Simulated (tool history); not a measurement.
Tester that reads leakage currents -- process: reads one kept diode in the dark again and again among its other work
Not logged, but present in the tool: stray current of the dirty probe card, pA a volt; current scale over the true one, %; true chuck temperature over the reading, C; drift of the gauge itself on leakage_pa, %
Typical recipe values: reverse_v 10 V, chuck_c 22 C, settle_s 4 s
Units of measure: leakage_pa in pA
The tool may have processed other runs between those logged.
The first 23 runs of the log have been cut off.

run,hour,reverse_v,chuck_c,settle_s,hours of work since the probe card was cleaned,hours of work since the tester was calibrated,hours of work since the chuck was calibrated,leakage_pa
24,1690.3,3.1,50,4,316,300,369,625.8
25,1783.6,3.1,50,4,374,357,426,622.98
26,1867,12.3,56,4.63,425,408,477,1901.36
27,1939.2,5.5,21,1.05,469,452,522,61.23
28,1994.4,1.9,34,0.62,502,486,555,125.61
29,2046,1.9,50,4.86,534,517,587,492.52
30,2113,1.9,50,4.86,575,558,628,495.78
31,2188.2,10,21,4,621,604,674,80.42
32,2275.1,10,21,4,674,657,727,80.89
33,2315.3,10,21,4,699,682,752,80.91
34,2407.4,1.5,55,3.36,755,738,808,655.05
35,2493.7,1.5,55,3.36,808,791,861,653.26
36,2578.8,1.5,55,3.36,860,843,913,653.74
37,2668.4,9.9,35,0.78,915,898,967,287.42
38,2755.3,5.1,35,0.31,968,951,1021,210.48
39,2854.6,3.6,32,6.22,1028,1012,1081,136.51
40,2915.6,5.9,25,0.49,1066,1049,1119,91.47

Alternative continuations, all from the tool just after run 40; predict every row:
A,3013,2.5,30,2.18,1125,1109,1178,?
B,3013,7.9,29,4,1125,1109,1178,?
C,3013,1.4,51,1.16,1125,1109,1178,?

run,leakage_pa
A,95.12
B,149.43
C,451.22
What these runs would have given with no unlogged condition in the tool:
run,leakage_pa
A,102.66
B,158.59
C,489.34

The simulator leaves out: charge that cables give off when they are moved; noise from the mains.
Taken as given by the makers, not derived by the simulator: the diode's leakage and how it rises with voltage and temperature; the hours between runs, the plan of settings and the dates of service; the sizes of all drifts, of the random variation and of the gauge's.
